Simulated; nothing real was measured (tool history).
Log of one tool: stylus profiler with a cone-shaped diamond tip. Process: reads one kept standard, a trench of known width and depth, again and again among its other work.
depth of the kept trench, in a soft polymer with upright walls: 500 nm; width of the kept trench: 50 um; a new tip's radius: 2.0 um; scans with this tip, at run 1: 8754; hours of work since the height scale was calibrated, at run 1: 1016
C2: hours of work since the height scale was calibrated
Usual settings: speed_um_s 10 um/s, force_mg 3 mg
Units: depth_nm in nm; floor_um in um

Run 1, hour 0: usual settings; scans with this tip 8754; C2 1016. Result: depth_nm 508.85 nm, floor_um 46.79 um.
Run 2, hour 32.6: usual settings; scans with this tip 8964; C2 1040. Result: depth_nm 509.07 nm, floor_um 46.75 um.
Run 3, hour 82.3: usual settings; scans with this tip 9283; C2 1078. Result: depth_nm 508.92 nm, floor_um 46.72 um.
Run 4, hour 129.9: usual settings; scans with this tip 9590; C2 1113. Result: depth_nm 509.09 nm, floor_um 46.67 um.
Run 5, hour 162.9: usual settings; scans with this tip 9802; C2 1138. Result: depth_nm 509.18 nm, floor_um 46.7 um.
At hour 181.8: height scale calibrated on a step standard.
Run 6, hour 204.5: usual settings but speed_um_s 3 um/s; scans with this tip 10066; C2 17. Result: depth_nm 507.18 nm, floor_um 46.66 um.
Run 7, hour 230.3: usual settings but speed_um_s 3 um/s, force_mg 1.42 mg; scans with this tip 10232; C2 36. Result: depth_nm 504.62 nm, floor_um 46.68 um.
Run 8, hour 265.9: usual settings but speed_um_s 18 um/s; scans with this tip 10461; C2 63. Result: depth_nm 506.87 nm, floor_um 46.56 um.
Run 9, hour 299.7: usual settings but speed_um_s 11 um/s; scans with this tip 10679; C2 88. Result: depth_nm 507.05 nm, floor_um 46.6 um.
Run 10, hour 330: usual settings but speed_um_s 2 um/s; scans with this tip 10873; C2 111. Result: depth_nm 507.08 nm, floor_um 46.68 um.
Run 11, hour 352.8: usual settings but speed_um_s 2 um/s; scans with this tip 11020; C2 128. Result: depth_nm 507.15 nm, floor_um 46.65 um.
Run 12, hour 388.7: usual settings but speed_um_s 2 um/s; scans with this tip 11251; C2 154. Result: depth_nm 507.1 nm, floor_um 46.62 um.
Run 13, hour 422.5: usual settings but speed_um_s 2 um/s; scans with this tip 11468; C2 180. Result: depth_nm 507.48 nm, floor_um 46.64 um.
Run 14, hour 459.7: usual settings but speed_um_s 2 um/s; scans with this tip 11707; C2 207. Result: depth_nm 507.6 nm, floor_um 46.65 um.
Run 15, hour 496.4: usual settings but speed_um_s 2 um/s; scans with this tip 11943; C2 235. Result: depth_nm 507.58 nm, floor_um 46.63 um.
Run 16, hour 533.7: usual settings but speed_um_s 2 um/s; scans with this tip 12183; C2 263. Result: depth_nm 507.39 nm, floor_um 46.65 um.
Run 17, hour 556: usual settings but speed_um_s 2 um/s; scans with this tip 12327; C2 279. Result: depth_nm 507.41 nm, floor_um 46.54 um.
Run 18, hour 595.9: usual settings but speed_um_s 2 um/s; scans with this tip 12584; C2 309. Result: depth_nm 507.76 nm, floor_um 46.57 um.
Run 19, hour 639.9: usual settings but speed_um_s 2 um/s; scans with this tip 12867; C2 342. Result: depth_nm 507.78 nm, floor_um 46.58 um.
Run 20, hour 684.5: usual settings; scans with this tip 13153; C2 375. Result: depth_nm 507.69 nm, floor_um 46.49 um.
Run 21, hour 714.3: usual settings; scans with this tip 13345; C2 398. Result: depth_nm 508.22 nm, floor_um 46.48 um.
Run 22, hour 748: usual settings but force_mg 3.44 mg; scans with this tip 13562; C2 423. Result: depth_nm 508.51 nm, floor_um 46.48 um.
Run 23, hour 780.1: usual settings but force_mg 3.44 mg; scans with this tip 13768; C2 447. Result: depth_nm 508.54 nm, floor_um 46.5 um.
Run 24, hour 811.4: usual settings but speed_um_s 21 um/s; scans with this tip 13970; C2 470. Result: depth_nm 508.13 nm, floor_um 46.41 um.
Run 25, hour 849.9: usual settings but speed_um_s 21 um/s; scans with this tip 14217; C2 499. Result: depth_nm 508.13 nm, floor_um 46.38 um.
Run 26, hour 897.8: usual settings but speed_um_s 5 um/s, force_mg 2.63 mg; scans with this tip 14526; C2 535. Result: depth_nm 507.43 nm, floor_um 46.47 um.
Run 27, hour 936.5: usual settings but speed_um_s 5 um/s, force_mg 2.63 mg; scans with this tip 14774; C2 563. Result: depth_nm 507.98 nm, floor_um 46.42 um.
Run 28, hour 974: usual settings but speed_um_s 5 um/s, force_mg 2.63 mg; scans with this tip 15016; C2 591. Result: depth_nm 507.93 nm, floor_um 46.42 um.
Run 29, hour 999.4: usual settings but speed_um_s 33 um/s, force_mg 4 mg; scans with this tip 15179; C2 610. Result: depth_nm 509.85 nm, floor_um 46.3 um.
Run 30, hour 1022.5: usual settings but speed_um_s 33 um/s, force_mg 4 mg; scans with this tip 15328; C2 628. Result: depth_nm 510.01 nm, floor_um 46.3 um.
Run 31, hour 1054.5: usual settings but speed_um_s 16 um/s, force_mg 2.43 mg; scans with this tip 15533; C2 652. Result: depth_nm 507.6 nm, floor_um 46.37 um.
Run 32, hour 1095.5: usual settings but speed_um_s 2 um/s, force_mg 4.5 mg; scans with this tip 15797; C2 682. Result: depth_nm 510.49 nm, floor_um 46.45 um.
Run 33, hour 1140.2: usual settings but speed_um_s 19 um/s, force_mg 2.26 mg; scans with this tip 16084; C2 716. Result: depth_nm 507.43 nm, floor_um 46.32 um.
Run 34, hour 1189: usual settings but speed_um_s 7 um/s, force_mg 1.26 mg; scans with this tip 16398; C2 752. Result: depth_nm 505.67 nm, floor_um 46.32 um.
Run 35, hour 1210.9: usual settings but speed_um_s 27 um/s; scans with this tip 16539; C2 768. Result: depth_nm 508.71 nm, floor_um 46.25 um.
Run 36, hour 1242.9: usual settings but speed_um_s 4 um/s, force_mg 1.26 mg; scans with this tip 16745; C2 792. Result: depth_nm 505.81 nm, floor_um 46.33 um.
Run 37, hour 1264.5: usual settings but speed_um_s 18 um/s, force_mg 1.98 mg; scans with this tip 16884; C2 808. Result: depth_nm 506.88 nm, floor_um 46.22 um.
Run 38, hour 1306.1: usual settings but speed_um_s 2 um/s, force_mg 5.72 mg; scans with this tip 17151; C2 839. Result: depth_nm 512.42 nm, floor_um 46.35 um.
Run 39, hour 1354.4: usual settings but speed_um_s 2 um/s, force_mg 5.72 mg; scans with this tip 17462; C2 876. Result: depth_nm 512.55 nm, floor_um 46.35 um.
Run 40, hour 1374.5: usual settings but speed_um_s 2 um/s, force_mg 1.42 mg; scans with this tip 17591; C2 890. Result: depth_nm 506.09 nm, floor_um 46.28 um.
Run 41, hour 1418.9: usual settings but speed_um_s 27 um/s, force_mg 2.76 mg; scans with this tip 17877; C2 924. Result: depth_nm 508.68 nm, floor_um 46.11 um.
Run 42, hour 1445.5: usual settings but force_mg 2.69 mg; scans with this tip 18048; C2 943. Result: depth_nm 508.5 nm, floor_um 46.25 um.
Run 43, hour 1492.9: usual settings but speed_um_s 18 um/s, force_mg 1.87 mg; scans with this tip 18353; C2 979. Result: depth_nm 507.08 nm, floor_um 46.19 um.
Run 44, hour 1531.2: usual settings but speed_um_s 18 um/s, force_mg 1.87 mg; scans with this tip 18600; C2 1008. Result: depth_nm 507.65 nm, floor_um 46.17 um.
Run 45, hour 1554.3: usual settings but speed_um_s 3 um/s, force_mg 3.53 mg; scans with this tip 18748; C2 1025. Result: depth_nm 509.97 nm, floor_um 46.27 um.
Run 46, hour 1585.8: usual settings but speed_um_s 14 um/s, force_mg 5.22 mg; scans with this tip 18950; C2 1048. Result: depth_nm 512.27 nm, floor_um 46.19 um.
Run 47, hour 1611.2: usual settings but speed_um_s 3 um/s, force_mg 1.54 mg; scans with this tip 19114; C2 1067. Result: depth_nm 506.92 nm, floor_um 46.29 um.

The same runs without the tool's hidden state, with the same run-to-run variation:
The hidden state here: radius of the tip, um; height scale over the true one, %; drift of the gauge itself on depth_nm, %; drift of the gauge itself on floor_um, %.
run  depth_nm  floor_um
  1    506.69     47.34
  2    506.86     47.32
  3    506.63      47.3
  4    506.72     47.27
  5    506.76     47.31
  6    506.97     47.28
  7    504.37     47.31
  8    506.57      47.2
  9     506.7     47.25
 10    506.68     47.34
 11    506.72     47.32
 12    506.61      47.3
 13    506.93     47.34
 14       507     47.36
 15    506.91     47.35
 16    506.66     47.38
 17    506.65     47.28
 18    506.95     47.33
 19     506.9     47.35
 20    506.74     47.28
 21    507.22     47.27
 22    507.45     47.28
 23    507.43     47.32
 24    506.98     47.23
 25    506.91     47.22
 26    506.14     47.32
 27    506.63     47.29
 28    506.52      47.3
 29    508.39     47.19
 30    508.52      47.2
 31    506.06     47.28
 32    508.88     47.37
 33    505.76     47.25
 34    503.93     47.26
 35    506.93     47.21
 36    503.99     47.29
 37    505.02     47.19
 38    510.48     47.33
 39    510.53     47.35
 40    504.06     47.28
 41    506.57     47.12
 42    506.35     47.28
 43    504.86     47.22
 44    505.37     47.22
 45    507.64     47.33
 46    509.89     47.25
 47    504.52     47.37
